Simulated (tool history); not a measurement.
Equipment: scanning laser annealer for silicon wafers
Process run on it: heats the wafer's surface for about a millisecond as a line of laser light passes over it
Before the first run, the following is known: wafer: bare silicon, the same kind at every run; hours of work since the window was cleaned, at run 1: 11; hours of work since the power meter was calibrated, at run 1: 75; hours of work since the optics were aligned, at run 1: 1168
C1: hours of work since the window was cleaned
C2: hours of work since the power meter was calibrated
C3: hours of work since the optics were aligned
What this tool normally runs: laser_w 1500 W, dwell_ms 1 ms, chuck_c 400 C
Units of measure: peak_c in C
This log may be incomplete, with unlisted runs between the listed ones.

Run 1, day 0: usual settings; C1 11; C2 75; C3 1168. Result: peak_c 1120 C.
Run 2, day 0.592: usual settings; C1 18; C2 82; C3 1175. Result: peak_c 1118 C.
Run 3, day 0.962: usual settings; C1 22; C2 86; C3 1180. Result: peak_c 1116 C.
Run 4, day 1.362: usual settings; C1 27; C2 91; C3 1185. Result: peak_c 1119 C.
Run 5, day 1.8: usual settings; C1 32; C2 96; C3 1190. Result: peak_c 1115 C.
Run 6, day 2.329: usual settings; C1 38; C2 103; C3 1196. Result: peak_c 1116 C.
Run 7, day 3.038: usual settings but dwell_ms 1.05 ms; C1 47; C2 111; C3 1204. Result: peak_c 1137 C.
Run 8, day 3.354: usual settings but dwell_ms 1.05 ms; C1 50; C2 115; C3 1208. Result: peak_c 1135 C.
At day 3.717: optics aligned, line set to its width.
Run 9, day 4.092: usual settings; C1 57; C2 121; C3 4. Result: peak_c 1127 C.
Run 10, day 4.617: usual settings but chuck_c 386 C; C1 63; C2 127; C3 11. Result: peak_c 1112 C.
Run 11, day 5.138: usual settings but chuck_c 405 C; C1 69; C2 133; C3 17. Result: peak_c 1133 C.
Run 12, day 5.896: usual settings but chuck_c 405 C; C1 78; C2 142; C3 26. Result: peak_c 1131 C.
Run 13, day 6.488: usual settings but chuck_c 385 C; C1 85; C2 149; C3 33. Result: peak_c 1115 C.
Run 14, day 7.183: usual settings but chuck_c 373 C; C1 93; C2 157; C3 41. Result: peak_c 1100 C.
Run 15, day 7.688: usual settings but chuck_c 410 C; C1 99; C2 163; C3 47. Result: peak_c 1140 C.
Run 16, day 8.183: usual settings but chuck_c 410 C; C1 105; C2 169; C3 53. Result: peak_c 1136 C.
Run 17, day 8.662: usual settings but chuck_c 410 C; C1 110; C2 175; C3 58. Result: peak_c 1133 C.
Run 18, day 8.975: usual settings but chuck_c 410 C; C1 114; C2 178; C3 62. Result: peak_c 1137 C.
Run 19, day 9.362: usual settings but chuck_c 385 C; C1 119; C2 183; C3 67. Result: peak_c 1111 C.
Run 20, day 9.783: usual settings but chuck_c 385 C; C1 124; C2 188; C3 71. Result: peak_c 1112 C.
Run 21, day 10.479: usual settings but chuck_c 385 C; C1 132; C2 196; C3 80. Result: peak_c 1110 C.
Run 22, day 11.021: usual settings but chuck_c 385 C; C1 138; C2 203; C3 86. Result: peak_c 1110 C.
Run 23, day 11.392: usual settings but chuck_c 385 C; C1 143; C2 207; C3 90. Result: peak_c 1107 C.
Run 24, day 11.892: usual settings but laser_w 1372 W, chuck_c 414 C; C1 149; C2 213; C3 96. Result: peak_c 1083 C.
Run 25, day 12.483: usual settings but laser_w 1372 W, chuck_c 414 C; C1 155; C2 220; C3 103. Result: peak_c 1085 C.
Run 26, day 12.908: usual settings but laser_w 1287 W, chuck_c 371 C; C1 161; C2 225; C3 108. Result: peak_c 1000 C.
Run 27, day 13.667: usual settings but dwell_ms 0.73 ms, chuck_c 422 C; C1 169; C2 234; C3 117. Result: peak_c 1038 C.
Run 28, day 14.142: usual settings but laser_w 1438 W, dwell_ms 0.94 ms, chuck_c 379 C; C1 175; C2 239; C3 123. Result: peak_c 1053 C.
Run 29, day 14.829: usual settings but dwell_ms 0.95 ms, chuck_c 379 C; C1 183; C2 247; C3 131. Result: peak_c 1086 C.
Run 30, day 15.262: usual settings but chuck_c 366 C; C1 188; C2 253; C3 136. Result: peak_c 1094 C.
Run 31, day 15.971: usual settings but laser_w 1510 W, dwell_ms 0.71 ms, chuck_c 366 C; C1 197; C2 261; C3 144. Result: peak_c 976 C.
Run 32, day 16.671: usual settings but laser_w 1429 W, chuck_c 379 C; C1 205; C2 269; C3 153. Result: peak_c 1070 C.
Run 33, day 17.008: usual settings but laser_w 1429 W, dwell_ms 1.01 ms, chuck_c 387 C; C1 209; C2 273; C3 157. Result: peak_c 1083 C.
Run 34, day 17.412: usual settings but dwell_ms 0.74 ms, chuck_c 368 C; C1 214; C2 278; C3 161. Result: peak_c 987 C.
Run 35, day 17.838: usual settings but laser_w 1338 W, dwell_ms 1.25 ms, chuck_c 389 C; C1 219; C2 283; C3 166. Result: peak_c 1121 C.
Run 36, day 18.508: usual settings but laser_w 1338 W, dwell_ms 1.25 ms, chuck_c 389 C; C1 226; C2 291; C3 174. Result: peak_c 1125 C.
Run 37, day 19.117: usual settings but laser_w 1591 W, dwell_ms 1.02 ms, chuck_c 406 C; C1 234; C2 298; C3 181. Result: peak_c 1179 C.
Run 38, day 19.762: usual settings but laser_w 1591 W, dwell_ms 1.02 ms, chuck_c 406 C; C1 241; C2 306; C3 189. Result: peak_c 1175 C.
Run 39, day 20.438: usual settings but laser_w 1591 W, dwell_ms 1.02 ms, chuck_c 388 C; C1 249; C2 313; C3 197. Result: peak_c 1158 C.
Run 40, day 21.162: usual settings but laser_w 1591 W, dwell_ms 1.02 ms, chuck_c 388 C; C1 258; C2 322; C3 206. Result: peak_c 1159 C.

Forecast each of these 5 alternatives for the next run:
Run A, day 21.479: usual settings but laser_w 1606 W, dwell_ms 1.09 ms, chuck_c 438 C; C1 261; C2 326; C3 209. Result: peak_c ?.
Run B, day 21.479: usual settings but laser_w 1648 W, dwell_ms 0.85 ms, chuck_c 389 C; C1 261; C2 326; C3 209. Result: peak_c ?.
Run C, day 21.479: usual settings but laser_w 1386 W, chuck_c 396 C; C1 261; C2 326; C3 209. Result: peak_c ?.
Run D, day 21.479: usual settings but laser_w 1527 W, dwell_ms 0.72 ms; C1 261; C2 326; C3 209. Result: peak_c ?.
Run E, day 21.479: usual settings but laser_w 1464 W, chuck_c 421 C; C1 261; C2 326; C3 209. Result: peak_c ?.

run  peak_c
  A    1247
  B    1111
  C    1068
  D    1019
  E    1128
Without the tool's unlogged condition, the same runs would have read:
run  peak_c
  A    1255
  B    1118
  C    1075
  D    1025
  E    1135
